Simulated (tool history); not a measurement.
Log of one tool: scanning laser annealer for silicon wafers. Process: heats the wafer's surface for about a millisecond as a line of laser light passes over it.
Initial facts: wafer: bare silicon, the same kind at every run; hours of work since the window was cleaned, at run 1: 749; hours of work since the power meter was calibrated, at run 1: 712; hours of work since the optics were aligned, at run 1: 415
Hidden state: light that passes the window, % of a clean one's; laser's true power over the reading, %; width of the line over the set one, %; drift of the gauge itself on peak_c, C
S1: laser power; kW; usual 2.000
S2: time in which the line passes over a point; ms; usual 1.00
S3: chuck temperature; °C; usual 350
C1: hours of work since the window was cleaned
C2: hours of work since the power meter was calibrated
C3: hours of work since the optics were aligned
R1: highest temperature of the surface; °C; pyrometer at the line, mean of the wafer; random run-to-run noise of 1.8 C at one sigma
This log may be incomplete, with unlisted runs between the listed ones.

run,day,S1,S2,S3,C1,C2,C3,R1
1,0.000,2.000,1.00,350,749,712,415,1066
2,0.783,2.000,1.00,350,759,722,425,1067
3,2.175,2.000,1.00,350,777,740,443,1067
4,2.933,2.000,1.00,350,787,750,452,1068
5,3.996,2.000,0.72,350,801,764,466,946
6,4.850,2.000,0.72,350,812,775,477,949
7,6.088,1.915,0.72,350,828,791,493,916
8,7.433,1.915,0.72,350,845,808,510,916
9,8.354,2.000,0.99,350,857,820,522,1064
10,9.071,2.000,0.72,350,866,829,531,948
# day 9.983: window over the wafer cleaned
11,10.788,2.000,0.89,350,10,850,552,1023
12,12.175,2.000,0.89,350,28,868,570,1023
13,13.712,2.000,0.89,350,48,888,590,1021
14,15.188,1.842,1.07,331,67,907,609,1000
15,16.283,2.000,1.10,348,81,921,623,1105
16,17.675,1.914,1.00,350,99,939,641,1029
17,18.521,1.819,1.00,348,110,950,652,982
18,19.408,1.819,1.00,348,121,961,663,986
19,20.621,1.735,0.75,388,137,977,679,900
20,22.212,2.087,1.17,350,157,997,700,1175
21,23.567,2.012,1.09,360,175,1015,717,1119
22,24.625,1.799,1.09,317,188,1028,731,977
23,25.517,1.873,1.03,330,200,1040,742,1002
24,26.275,1.864,0.99,314,210,1049,752,968
25,27.550,1.956,0.92,322,226,1066,768,989

Branching from run 25: 3 alternative next runs. What would each branch give?
A,28.929,2.188,0.89,373,244,1084,786,?
B,28.929,2.067,0.92,379,244,1084,786,?
C,28.929,1.834,1.08,336,244,1084,786,?

run,R1
A,1128
B,1094
C,1002
Without the tool's unlogged condition, the same runs would have read:
run,R1
A,1129
B,1094
C,1003

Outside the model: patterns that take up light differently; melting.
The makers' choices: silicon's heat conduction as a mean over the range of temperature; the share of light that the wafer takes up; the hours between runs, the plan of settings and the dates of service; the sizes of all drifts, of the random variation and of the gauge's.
